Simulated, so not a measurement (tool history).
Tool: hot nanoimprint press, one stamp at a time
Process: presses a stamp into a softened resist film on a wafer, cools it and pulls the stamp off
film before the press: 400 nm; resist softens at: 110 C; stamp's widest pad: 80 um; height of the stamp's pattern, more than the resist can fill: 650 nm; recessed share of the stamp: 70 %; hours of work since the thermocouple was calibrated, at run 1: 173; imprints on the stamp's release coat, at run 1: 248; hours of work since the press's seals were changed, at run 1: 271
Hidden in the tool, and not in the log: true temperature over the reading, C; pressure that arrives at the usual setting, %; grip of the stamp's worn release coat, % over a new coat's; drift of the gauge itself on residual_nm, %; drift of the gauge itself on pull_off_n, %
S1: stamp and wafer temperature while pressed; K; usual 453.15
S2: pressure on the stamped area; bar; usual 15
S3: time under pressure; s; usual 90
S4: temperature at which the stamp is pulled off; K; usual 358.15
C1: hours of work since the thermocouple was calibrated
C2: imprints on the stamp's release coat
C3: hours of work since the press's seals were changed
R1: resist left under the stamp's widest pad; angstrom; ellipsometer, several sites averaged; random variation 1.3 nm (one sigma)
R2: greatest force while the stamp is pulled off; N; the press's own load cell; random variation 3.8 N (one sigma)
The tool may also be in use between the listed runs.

run	hour	S1	S2	S3	S4	C1	C2	C3	R1	R2
1	0	453.15	15	90	358.15	173	248	271	1935	196
2	17.6	453.15	15	49	358.15	187	296	284	2341	196
3	35.9	453.15	15	49	358.15	201	346	298	2317	192
4	59.3	453.15	15	49	358.15	218	411	315	2365	199
5	72.9	453.15	15	90	358.15	229	448	326	1899	201
6	97	453.15	15	80	358.15	247	514	344	1985	198
7	116.9	453.15	15	80	358.15	262	569	359	1964	198
8	130.1	464.15	15	90	358.15	272	605	369	1085	196
# hour 153.1: plate thermocouple calibrated
9	157.8	464.15	15	90	358.15	4	673	388	1116	209
10	175.5	464.15	15	90	358.15	17	721	401	1118	207
11	193.8	464.15	15	90	358.15	31	771	415	1116	213
12	205.3	464.15	15	90	358.15	40	803	424	1115	205
13	220.4	464.15	15	90	358.15	51	844	435	1124	218
14	235.5	464.15	15	90	358.15	62	886	447	1109	222
15	246.4	464.15	15	90	358.15	71	916	455	1105	213
16	263.4	453.15	15.1	90	358.15	84	962	468	1937	214
17	287.5	461.15	12.1	103	347.15	102	1028	486	1367	264
18	306.1	453.15	21.6	115	353.15	116	1080	500	1474	243
19	327.4	457.15	15	58	358.15	132	1138	516	1806	222
20	351.8	457.15	15	58	358.15	151	1205	535	1851	219
21	371.7	457.15	15	127	349.15	166	1260	550	1378	266
22	382.2	453.15	11.7	90	358.15	174	1288	558	2150	233
23	395.1	453.15	11.7	90	358.15	183	1324	568	2117	228
24	417.7	453.15	11.7	90	358.15	200	1386	585	2120	227
25	432.3	457.15	20.3	49	350.15	212	1426	596	1680	273
26	447.8	451.15	17	90	358.15	223	1468	608	1973	231
27	459.8	459.15	15	61	358.15	232	1501	617	1611	237
28	472.6	459.15	15	61	358.15	242	1536	626	1600	249
29	486	454.15	15	90	364.15	252	1573	636	1775	209
30	499.1	456.15	10.9	58	346.15	262	1609	646	2169	291

3 ways to go on from here, each from the tool as it stands after run 30. What would each give?
A	514.2	451.15	15	90	348.15	274	1651	658	?	?
B	514.2	461.15	10.9	58	346.15	274	1651	658	?	?
C	514.2	457.15	10.9	134	359.15	274	1651	658	?	?

run	R1	R2
A	2095	291
B	1738	298
C	1562	240
Without the tool's hidden state the same runs would have given:
run	R1	R2
A	2160	219
B	1792	225
C	1617	181

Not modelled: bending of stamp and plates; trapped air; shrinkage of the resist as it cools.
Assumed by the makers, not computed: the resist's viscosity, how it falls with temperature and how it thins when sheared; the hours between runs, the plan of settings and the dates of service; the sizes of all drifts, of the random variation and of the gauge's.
